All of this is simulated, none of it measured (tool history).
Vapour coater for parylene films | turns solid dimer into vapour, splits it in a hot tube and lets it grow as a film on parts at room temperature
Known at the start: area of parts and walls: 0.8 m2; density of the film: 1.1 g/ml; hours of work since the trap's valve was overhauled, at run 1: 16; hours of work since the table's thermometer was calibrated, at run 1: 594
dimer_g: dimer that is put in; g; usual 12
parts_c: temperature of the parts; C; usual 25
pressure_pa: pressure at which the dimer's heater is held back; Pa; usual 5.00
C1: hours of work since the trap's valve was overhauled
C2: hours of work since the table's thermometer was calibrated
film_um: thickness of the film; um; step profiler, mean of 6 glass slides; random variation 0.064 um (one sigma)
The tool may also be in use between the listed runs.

Run 1, hour 0.0: usual settings; C1 16; C2 594. Result: film_um 7.32 um.
Run 2, hour 38.7: usual settings; C1 34; C2 612. Result: film_um 7.26 um.
Run 3, hour 66.9: usual settings but pressure_pa 4.82 Pa; C1 47; C2 625. Result: film_um 7.30 um.
Run 4, hour 90.7: usual settings but pressure_pa 2.78 Pa; C1 58; C2 636. Result: film_um 8.06 um.
Run 5, hour 115.3: usual settings but pressure_pa 2.78 Pa; C1 70; C2 647. Result: film_um 8.20 um.
Run 6, hour 151.1: usual settings but pressure_pa 2.78 Pa; C1 86; C2 664. Result: film_um 8.19 um.
Run 7, hour 171.1: usual settings but pressure_pa 2.78 Pa; C1 95; C2 673. Result: film_um 8.08 um.
Run 8, hour 198.6: usual settings but dimer_g 5 g; C1 108; C2 686. Result: film_um 2.94 um.
Run 9, hour 232.2: usual settings but dimer_g 5 g; C1 123; C2 701. Result: film_um 2.95 um.
Run 10, hour 262.1: usual settings but dimer_g 5 g; C1 137; C2 715. Result: film_um 2.98 um.
Run 11, hour 290.7: usual settings but dimer_g 5 g, parts_c 24 C, pressure_pa 3.12 Pa; C1 150; C2 728. Result: film_um 3.33 um.
Run 12, hour 313.8: usual settings but dimer_g 5 g, parts_c 20 C, pressure_pa 3.12 Pa; C1 161; C2 739. Result: film_um 4.15 um.
Run 13, hour 333.5: usual settings but dimer_g 17 g, parts_c 20 C, pressure_pa 2.23 Pa; C1 170; C2 748. Result: film_um 14.84 um.
Run 14, hour 357.6: usual settings; C1 181; C2 759. Result: film_um 6.93 um.
Run 15, hour 393.5: usual settings but dimer_g 21 g; C1 198; C2 775. Result: film_um 12.03 um.
Run 16, hour 429.4: usual settings but dimer_g 16 g, pressure_pa 5.23 Pa; C1 214; C2 792. Result: film_um 8.92 um.
Run 17, hour 458.2: usual settings but dimer_g 17 g, parts_c 21 C, pressure_pa 5.16 Pa; C1 227; C2 805. Result: film_um 11.63 um.
Run 18, hour 486.4: usual settings but pressure_pa 3.66 Pa; C1 240; C2 818. Result: film_um 7.22 um.
Run 19, hour 527.3: usual settings but dimer_g 7 g, parts_c 22 C, pressure_pa 7.46 Pa; C1 259; C2 837. Result: film_um 4.14 um.

4 ways to go on from here, each from the tool as it stands after run 19. What would each give?
Run A, hour 551.9: usual settings but dimer_g 6 g, parts_c 31 C; C1 271; C2 848. Result: film_um ?.
Run B, hour 551.9: usual settings but parts_c 34 C, pressure_pa 6.42 Pa; C1 271; C2 848. Result: film_um ?.
Run C, hour 551.9: usual settings but dimer_g 8 g, parts_c 24 C, pressure_pa 3.11 Pa; C1 271; C2 848. Result: film_um ?.
Run D, hour 551.9: usual settings but dimer_g 19 g, parts_c 22 C, pressure_pa 7.46 Pa; C1 271; C2 848. Result: film_um ?.

run  film_um
  A     2.50
  B     4.14
  C     5.17
  D    11.38
Without the tool's hidden state the same runs would have given:
run  film_um
  A     2.85
  B     4.72
  C     5.90
  D    12.98

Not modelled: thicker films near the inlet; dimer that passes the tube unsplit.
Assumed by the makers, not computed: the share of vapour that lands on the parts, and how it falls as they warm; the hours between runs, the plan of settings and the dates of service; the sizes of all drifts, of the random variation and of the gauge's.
